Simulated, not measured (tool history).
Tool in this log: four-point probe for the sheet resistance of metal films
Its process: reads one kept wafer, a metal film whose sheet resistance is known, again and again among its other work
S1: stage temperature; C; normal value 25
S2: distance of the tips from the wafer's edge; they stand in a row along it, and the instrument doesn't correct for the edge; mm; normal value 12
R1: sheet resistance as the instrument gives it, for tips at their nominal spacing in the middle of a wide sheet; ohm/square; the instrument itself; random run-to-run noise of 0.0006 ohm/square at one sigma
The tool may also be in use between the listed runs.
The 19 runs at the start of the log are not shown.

| run | hour | S1 | S2 | R1 |
|---|---|---|---|---|
| 20 | 967.9 | 24 | 67 | 2.963742 |
| 21 | 1023.6 | 31 | 12 | 2.977139 |
| 22 | 1092 | 22 | 7 | 2.973226 |
| 23 | 1138.5 | 27 | 23 | 2.96754 |
| 24 | 1186.1 | 29 | 33 | 2.969529 |
| 25 | 1225.3 | 29 | 33 | 2.969568 |
| 26 | 1273.5 | 29 | 33 | 2.969926 |
| 27 | 1336.4 | 29 | 33 | 2.968552 |
| 28 | 1410.5 | 31 | 18 | 2.97233 |
| 29 | 1446.6 | 26 | 12 | 2.969172 |
| 30 | 1501.9 | 26 | 12 | 2.967629 |
| 31 | 1563.1 | 22 | 18 | 2.959856 |
| 32 | 1639.3 | 29 | 18 | 2.967801 |
| 33 | 1670.3 | 19 | 38 | 2.954178 |
| 34 | 1712.8 | 19 | 9 | 2.960851 |
| 35 | 1767.7 | 19 | 9 | 2.960854 |
| 36 | 1819.1 | 19 | 20 | 2.954315 |
| 37 | 1870.2 | 21 | 14 | 2.957797 |

What if the next run were any one of these 3? Each begins from the tool's condition after run 37:
| A | 1931.6 | 30 | 11 | ? |
| B | 1931.6 | 25 | 6 | ? |
| C | 1931.6 | 25 | 46 | ? |

| run | R1 |
|---|---|
| A | 2.972052 |
| B | 2.977175 |
| C | 2.961159 |
Had the tool no hidden state, the same runs would have come out as:
| run | R1 |
|---|---|
| A | 2.986406 |
| B | 2.991484 |
| C | 2.9754 |
